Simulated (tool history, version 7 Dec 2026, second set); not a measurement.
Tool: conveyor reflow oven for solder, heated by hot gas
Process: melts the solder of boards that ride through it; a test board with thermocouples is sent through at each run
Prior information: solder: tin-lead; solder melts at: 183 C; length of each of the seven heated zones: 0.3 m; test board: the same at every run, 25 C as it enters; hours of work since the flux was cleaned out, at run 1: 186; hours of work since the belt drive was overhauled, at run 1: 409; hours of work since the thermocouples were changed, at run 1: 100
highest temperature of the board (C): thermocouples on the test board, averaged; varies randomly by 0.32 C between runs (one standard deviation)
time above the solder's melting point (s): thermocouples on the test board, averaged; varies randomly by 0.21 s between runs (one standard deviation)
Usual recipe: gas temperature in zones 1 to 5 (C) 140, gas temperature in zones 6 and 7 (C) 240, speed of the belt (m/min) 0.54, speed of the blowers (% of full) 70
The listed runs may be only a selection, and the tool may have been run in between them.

run	day	gas temperature in zones 1 to 5 (C)	gas temperature in zones 6 and 7 (C)	speed of the belt (m/min)	speed of the blowers (% of full)	hours of work since the flux was cleaned out	hours of work since the belt drive was overhauled	hours of work since the thermocouples were changed	highest temperature of the board (C)	time above the solder's melting point (s)
1	0	140	240	0.54	70	186	409	100	222.2	53.6
2	1.312	140	240	0.54	70	203	426	118	221.6	54.1
3	2.75	140	240	0.54	70	223	445	137	222.4	53.8
4	4.062	140	240	0.54	70	240	463	155	222.1	53.7
5	4.983	140	240	0.54	70	252	475	167	221.2	53.3
6	6.562	140	240	0.54	70	273	496	188	221.7	53.5
7	7.567	140	254	0.54	70	287	510	201	233.5	60.1
8	8.788	154	240	0.54	70	303	526	218	224.1	59.6
9	10.288	140	240	0.54	70	323	546	238	221.5	53.4
10	12.204	140	240	0.54	70	349	572	263	221	53.3
11	13.35	140	242	0.54	70	364	587	279	222.6	54
12	15.262	135	235	0.529	69	390	613	304	216.1	48.9
13	17.121	140	248	0.54	54	415	637	329	222.2	53
14	18.004	140	248	0.54	54	426	649	341	221.6	53.1
# day 18.304: flux residue cleaned out of gas plates and filters
15	19.404	137	240	0.54	59	15	665	357	214.2	46.2
16	20.233	137	240	0.54	59	26	676	368	213.6	46
17	21.467	143	240	0.439	70	42	693	384	226.3	70.7
18	22.721	143	252	0.439	70	59	709	401	237.2	76.6
# day 23.238: belt drive overhauled, speed set with a stopwatch
19	24.388	143	252	0.439	70	79	15	421	236.6	75.7
20	25.412	130	235	0.597	78	93	29	435	208.5	35.8
21	26.317	130	238	0.586	78	105	41	447	211.2	38.9
# day 26.95: flux residue cleaned out of gas plates and filters, once more
22	28.417	130	238	0.586	78	20	66	472	220.8	46

Consider 4 possible next runs. They are alternatives, not a sequence: every one starts from the tool as it was left by run 22. What does each give?
A	29.438	127	240	0.54	59	33	80	486	?	?
B	29.438	132	240	0.575	51	33	80	486	?	?
C	29.438	143	232	0.586	52	33	80	486	?	?
D	29.438	125	240	0.54	70	33	80	486	?	?

run	highest temperature of the board (C)	time above the solder's melting point (s)
A	217.7	46.9
B	212.4	40.7
C	209.2	39.8
D	222.5	49.3
With the hidden condition removed and each run's random variation left untouched, the same runs would have given:
run	highest temperature of the board (C)	time above the solder's melting point (s)
A	216.5	46.1
B	211.3	39.8
C	208.1	38.8
D	221.3	48.5
